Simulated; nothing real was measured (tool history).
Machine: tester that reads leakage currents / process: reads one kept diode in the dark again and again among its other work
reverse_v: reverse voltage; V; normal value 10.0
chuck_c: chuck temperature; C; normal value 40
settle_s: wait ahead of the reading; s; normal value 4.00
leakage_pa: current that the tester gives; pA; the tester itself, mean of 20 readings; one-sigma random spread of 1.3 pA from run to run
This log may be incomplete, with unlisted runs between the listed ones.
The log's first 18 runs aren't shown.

run	hour	reverse_v	chuck_c	settle_s	leakage_pa
19	1018.0	3.2	40	4.00	286.60
20	1053.5	3.2	40	4.00	286.43
21	1127.9	3.2	40	4.00	286.57
22	1164.0	3.2	40	4.00	286.76
23	1238.2	3.2	40	4.00	285.37
24	1316.0	1.1	59	0.75	763.04
# hour 1365.6: probe card cleaned and baked
25	1369.4	3.5	48	5.99	523.94
26	1409.8	3.5	48	5.99	526.43
27	1487.1	3.1	24	5.87	81.56
28	1561.7	10.0	41	0.32	457.93
29	1602.9	2.9	43	1.28	346.11
30	1642.5	6.1	27	4.00	130.55
31	1695.1	6.1	27	4.00	130.38
32	1748.5	6.1	27	4.00	130.47
33	1803.7	18.7	48	1.44	917.94
34	1855.5	3.1	48	1.89	506.55
35	1893.4	3.1	48	5.31	507.63
36	1934.7	9.0	40	0.35	409.42
# hour 1994.0: chuck's temperature calibrated
37	2008.3	14.7	32	3.16	259.89
38	2081.2	7.8	23	3.16	102.41
39	2156.5	7.8	23	3.16	102.38
40	2237.0	3.2	24	0.91	83.34

Alternative continuations, all from the tool just after run 40; predict every row:
A	2303.2	2.1	31	8.84	?
B	2303.2	1.5	24	2.49	?
C	2303.2	10.0	46	0.63	?
D	2303.2	5.8	24	7.51	?

run	leakage_pa
A	125.71
B	64.43
C	651.62
D	100.46
The same runs, with their run-to-run variation unchanged, on a tool lacking any hidden condition would have given:
run	leakage_pa
A	125.69
B	64.42
C	651.52
D	100.43

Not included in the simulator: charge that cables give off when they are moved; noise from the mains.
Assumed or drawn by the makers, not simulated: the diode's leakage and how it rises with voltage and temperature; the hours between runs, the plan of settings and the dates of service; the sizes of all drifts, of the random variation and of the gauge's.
